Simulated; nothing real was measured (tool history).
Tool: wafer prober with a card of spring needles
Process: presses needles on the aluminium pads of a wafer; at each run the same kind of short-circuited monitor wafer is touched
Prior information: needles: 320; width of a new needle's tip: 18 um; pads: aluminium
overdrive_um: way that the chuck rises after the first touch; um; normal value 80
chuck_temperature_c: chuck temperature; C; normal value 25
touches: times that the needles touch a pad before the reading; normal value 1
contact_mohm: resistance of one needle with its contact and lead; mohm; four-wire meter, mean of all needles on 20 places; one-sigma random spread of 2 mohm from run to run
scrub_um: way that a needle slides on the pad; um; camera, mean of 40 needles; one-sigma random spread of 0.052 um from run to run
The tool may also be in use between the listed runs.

Run 1, hour 0.0: usual settings. Result: contact_mohm 210 mohm, scrub_um 12.19 um.
At hour 13.5: tips cleaned on abrasive film.
At hour 27.2: tips cleaned on abrasive film.
Run 2, hour 36.9: usual settings. Result: contact_mohm 208 mohm, scrub_um 12.31 um.
At hour 39.8: tips cleaned on abrasive film.
At hour 53.5: tips cleaned on abrasive film.
At hour 64.6: tips cleaned on abrasive film.
At hour 76.6: tips cleaned on abrasive film.
Run 3, hour 76.6: usual settings but chuck_temperature_c 29 C. Result: contact_mohm 212 mohm, scrub_um 12.15 um.
At hour 90.1: tips cleaned on abrasive film.
At hour 101.1: tips cleaned on abrasive film.
At hour 114.5: tips cleaned on abrasive film.
At hour 125.6: tips cleaned on abrasive film.
Run 4, hour 132.8: usual settings. Result: contact_mohm 214 mohm, scrub_um 12.24 um.
At hour 138.4: tips cleaned on abrasive film.
At hour 149.4: tips cleaned on abrasive film.
At hour 163.2: tips cleaned on abrasive film.
At hour 177.0: tips cleaned on abrasive film.
At hour 180.0: height of the first contact set anew.
Run 5, hour 180.1: usual settings. Result: contact_mohm 208 mohm, scrub_um 12.20 um.
At hour 188.4: tips cleaned on abrasive film.
At hour 199.4: tips cleaned on abrasive film.
At hour 213.0: tips cleaned on abrasive film.
Run 6, hour 213.3: usual settings but overdrive_um 85 um. Result: contact_mohm 208 mohm, scrub_um 12.97 um.
At hour 226.8: tips cleaned on abrasive film.
At hour 240.6: tips cleaned on abrasive film.
Run 7, hour 249.6: usual settings but overdrive_um 85 um. Result: contact_mohm 211 mohm, scrub_um 12.94 um.
At hour 252.4: tips cleaned on abrasive film.
At hour 263.4: tips cleaned on abrasive film.
At hour 277.2: tips cleaned on abrasive film.
Run 8, hour 280.2: usual settings but overdrive_um 85 um. Result: contact_mohm 211 mohm, scrub_um 12.97 um.
At hour 288.5: tips cleaned on abrasive film.
At hour 302.3: tips cleaned on abrasive film.
At hour 315.7: tips cleaned on abrasive film.
At hour 329.5: tips cleaned on abrasive film.
Run 9, hour 330.0: usual settings but chuck_temperature_c 38 C. Result: contact_mohm 216 mohm, scrub_um 12.12 um.
At hour 340.7: tips cleaned on abrasive film.
At hour 354.4: tips cleaned on abrasive film.
At hour 368.0: tips cleaned on abrasive film.
Run 10, hour 378.7: usual settings. Result: contact_mohm 208 mohm, scrub_um 12.19 um.
At hour 381.5: tips cleaned on abrasive film.
At hour 394.9: tips cleaned on abrasive film.
At hour 408.3: tips cleaned on abrasive film.
Run 11, hour 418.5: usual settings. Result: contact_mohm 209 mohm, scrub_um 12.27 um.
At hour 421.3: tips cleaned on abrasive film.
At hour 432.3: tips cleaned on abrasive film.
At hour 446.1: tips cleaned on abrasive film.
Run 12, hour 456.0: usual settings. Result: contact_mohm 213 mohm, scrub_um 12.17 um.
At hour 458.8: tips cleaned on abrasive film.
At hour 469.8: height of the first contact set anew.
At hour 472.6: tips cleaned on abrasive film.
At hour 486.4: tips cleaned on abrasive film.
Run 13, hour 489.2: usual settings but overdrive_um 98 um. Result: contact_mohm 213 mohm, scrub_um 14.90 um.
At hour 499.9: tips cleaned on abrasive film.
At hour 513.2: tips cleaned on abrasive film.
At hour 524.2: tips cleaned on abrasive film.
Run 14, hour 527.3: usual settings but overdrive_um 98 um. Result: contact_mohm 209 mohm, scrub_um 14.79 um.
At hour 535.7: tips cleaned on abrasive film.
At hour 546.7: tips cleaned on abrasive film.
At hour 560.2: tips cleaned on abrasive film.
At hour 573.8: tips cleaned on abrasive film.
Run 15, hour 574.8: usual settings but overdrive_um 98 um. Result: contact_mohm 212 mohm, scrub_um 14.92 um.
At hour 585.9: tips cleaned on abrasive film.
At hour 598.3: tips cleaned on abrasive film.
Run 16, hour 598.3: usual settings but overdrive_um 69 um. Result: contact_mohm 214 mohm, scrub_um 10.46 um.
At hour 612.1: tips cleaned on abrasive film.
At hour 625.7: tips cleaned on abrasive film.
At hour 639.1: tips cleaned on abrasive film.
Run 17, hour 647.9: usual settings but overdrive_um 100 um, chuck_temperature_c 54 C, touches 3. Result: contact_mohm 215 mohm, scrub_um 15.25 um.
At hour 650.7: tips cleaned on abrasive film.
At hour 661.8: tips cleaned on abrasive film.
At hour 672.8: tips cleaned on abrasive film.
At hour 686.6: tips cleaned on abrasive film.
At hour 698.7: tips cleaned on abrasive film.
Run 18, hour 698.7: usual settings but overdrive_um 61 um, chuck_temperature_c 116 C, touches 3. Result: contact_mohm 233 mohm, scrub_um 9.24 um.
At hour 711.6: tips cleaned on abrasive film.
At hour 725.0: tips cleaned on abrasive film.
Run 19, hour 730.1: usual settings but overdrive_um 61 um, chuck_temperature_c 68 C, touches 2. Result: contact_mohm 222 mohm, scrub_um 9.24 um.
At hour 738.2: tips cleaned on abrasive film.
At hour 749.3: tips cleaned on abrasive film.
At hour 760.0: height of the first contact set anew.
Run 20, hour 760.1: usual settings but chuck_temperature_c 65 C. Result: contact_mohm 217 mohm, scrub_um 12.14 um.
At hour 762.8: tips cleaned on abrasive film.
At hour 773.9: tips cleaned on abrasive film.
At hour 786.9: tips cleaned on abrasive film.
At hour 800.5: tips cleaned on abrasive film.
Run 21, hour 805.5: usual settings but overdrive_um 89 um, chuck_temperature_c 84 C. Result: contact_mohm 223 mohm, scrub_um 13.42 um.
At hour 813.8: tips cleaned on abrasive film.
At hour 824.9: tips cleaned on abrasive film.
At hour 838.5: tips cleaned on abrasive film.
Run 22, hour 844.4: usual settings but overdrive_um 89 um, chuck_temperature_c 49 C. Result: contact_mohm 215 mohm, scrub_um 13.40 um.
At hour 850.0: tips cleaned on abrasive film.
At hour 863.2: tips cleaned on abrasive film.
At hour 876.3: tips cleaned on abrasive film.
Run 23, hour 885.4: usual settings but overdrive_um 89 um, chuck_temperature_c 49 C. Result: contact_mohm 217 mohm, scrub_um 13.43 um.
At hour 888.2: tips cleaned on abrasive film.
At hour 902.0: tips cleaned on abrasive film.
At hour 915.8: tips cleaned on abrasive film.
At hour 926.8: tips cleaned on abrasive film.
Run 24, hour 936.0: usual settings but overdrive_um 89 um, chuck_temperature_c 49 C. Result: contact_mohm 216 mohm, scrub_um 13.37 um.
At hour 938.8: tips cleaned on abrasive film.
At hour 952.6: tips cleaned on abrasive film.
At hour 966.1: tips cleaned on abrasive film.
Run 25, hour 972.7: usual settings but overdrive_um 77 um, touches 2. Result: contact_mohm 206 mohm, scrub_um 11.57 um.
At hour 978.3: tips cleaned on abrasive film.
At hour 992.1: tips cleaned on abrasive film.
At hour 1005.4: tips cleaned on abrasive film.
Run 26, hour 1015.0: usual settings but overdrive_um 77 um, touches 2. Result: contact_mohm 213 mohm, scrub_um 11.53 um.
At hour 1017.8: tips cleaned on abrasive film.
At hour 1031.4: tips cleaned on abrasive film.
At hour 1042.5: tips cleaned on abrasive film.
At hour 1051.0: height of the first contact set anew.
Run 27, hour 1052.5: usual settings but overdrive_um 77 um, touches 2. Result: contact_mohm 213 mohm, scrub_um 11.62 um.

What if the next run were any one of these 3? Each begins from the tool's condition after run 27:
At hour 1055.3: tips cleaned on abrasive film.
At hour 1069.1: tips cleaned on abrasive film.
At hour 1082.9: tips cleaned on abrasive film.
At hour 1096.0: tips cleaned on abrasive film.
Run A, hour 1103.8: usual settings but overdrive_um 95 um, chuck_temperature_c 96 C, touches 2. Result: contact_mohm ?, scrub_um ?.
At hour 1055.3: tips cleaned on abrasive film.
At hour 1069.1: tips cleaned on abrasive film.
At hour 1082.9: tips cleaned on abrasive film.
At hour 1096.0: tips cleaned on abrasive film.
Run B, hour 1103.8: usual settings but overdrive_um 77 um, chuck_temperature_c 26 C, touches 2. Result: contact_mohm ?, scrub_um ?.
At hour 1055.3: tips cleaned on abrasive film.
At hour 1069.1: tips cleaned on abrasive film.
At hour 1082.9: tips cleaned on abrasive film.
At hour 1096.0: tips cleaned on abrasive film.
Run C, hour 1103.8: usual settings. Result: contact_mohm ?, scrub_um ?.

run  contact_mohm  scrub_um
  A           223     14.26
  B           209     11.69
  C           211     12.10
With no hidden state in the tool, these same runs would have given:
run  contact_mohm  scrub_um
  A           223     14.52
  B           209     11.90
  C           211     12.31

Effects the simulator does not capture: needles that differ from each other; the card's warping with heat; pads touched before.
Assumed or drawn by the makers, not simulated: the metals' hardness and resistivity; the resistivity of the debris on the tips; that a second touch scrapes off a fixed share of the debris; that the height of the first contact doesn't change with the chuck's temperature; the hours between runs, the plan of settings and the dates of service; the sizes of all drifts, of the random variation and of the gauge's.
